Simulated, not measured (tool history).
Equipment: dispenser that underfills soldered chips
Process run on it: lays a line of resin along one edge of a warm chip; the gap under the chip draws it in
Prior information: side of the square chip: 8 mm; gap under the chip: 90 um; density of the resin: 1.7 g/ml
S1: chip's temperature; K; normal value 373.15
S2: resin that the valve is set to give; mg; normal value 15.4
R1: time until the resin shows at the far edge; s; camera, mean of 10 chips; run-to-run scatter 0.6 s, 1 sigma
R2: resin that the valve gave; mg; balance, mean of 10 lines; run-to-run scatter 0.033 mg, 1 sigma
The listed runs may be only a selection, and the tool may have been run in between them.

run	hour	S1	S2	R1	R2
1	0.0	373.15	15.4	71.2	15.11
2	2.3	373.15	14.7	79.2	14.37
3	5.8	373.15	14.7	95.0	14.34
# hour 8.4: new syringe of resin
4	10.5	373.15	17.6	57.6	17.19
5	13.7	373.15	18.4	66.6	17.91
6	16.6	373.15	15.4	75.9	14.92
7	20.4	373.15	15.4	93.1	15.00
# hour 23.3: new syringe of resin
8	24.8	373.15	15.4	55.1	14.95
9	29.2	387.15	15.4	47.3	14.95
10	33.1	387.15	15.4	55.6	14.88
11	36.7	387.15	15.4	67.3	14.94
# hour 38.2: new syringe of resin
12	40.9	387.15	18.4	39.9	17.79
13	43.2	361.15	18.4	95.5	17.73
14	45.8	379.15	19.3	61.0	18.69
15	49.7	379.15	18.3	74.8	17.65
16	52.0	379.15	18.3	83.3	17.63
# hour 53.0: new syringe of resin
17	56.8	372.15	18.5	63.7	17.85
18	59.7	376.15	18.3	64.0	17.62
19	64.1	373.15	16.7	88.9	16.05
# hour 66.7: dispensing valve cleaned and set on the balance
# hour 68.6: new syringe of resin
20	69.1	367.15	17.5	62.0	17.50

5 options for the next run, each taken on its own from the tool as it stands now. Forecast them:
A	73.2	367.15	18.1	?	?
B	73.2	371.15	14.4	?	?
C	73.2	383.15	17.0	?	?
D	73.2	366.15	17.5	?	?
E	73.2	378.15	15.4	?	?

run	R1	R2
A	75.5	18.09
B	68.5	14.31
C	49.4	16.99
D	77.0	17.47
E	56.2	15.30
Without the tool's unlogged condition, the same runs would have read:
run	R1	R2
A	60.8	18.13
B	55.1	14.34
C	39.9	17.03
D	62.0	17.51
E	45.3	15.33
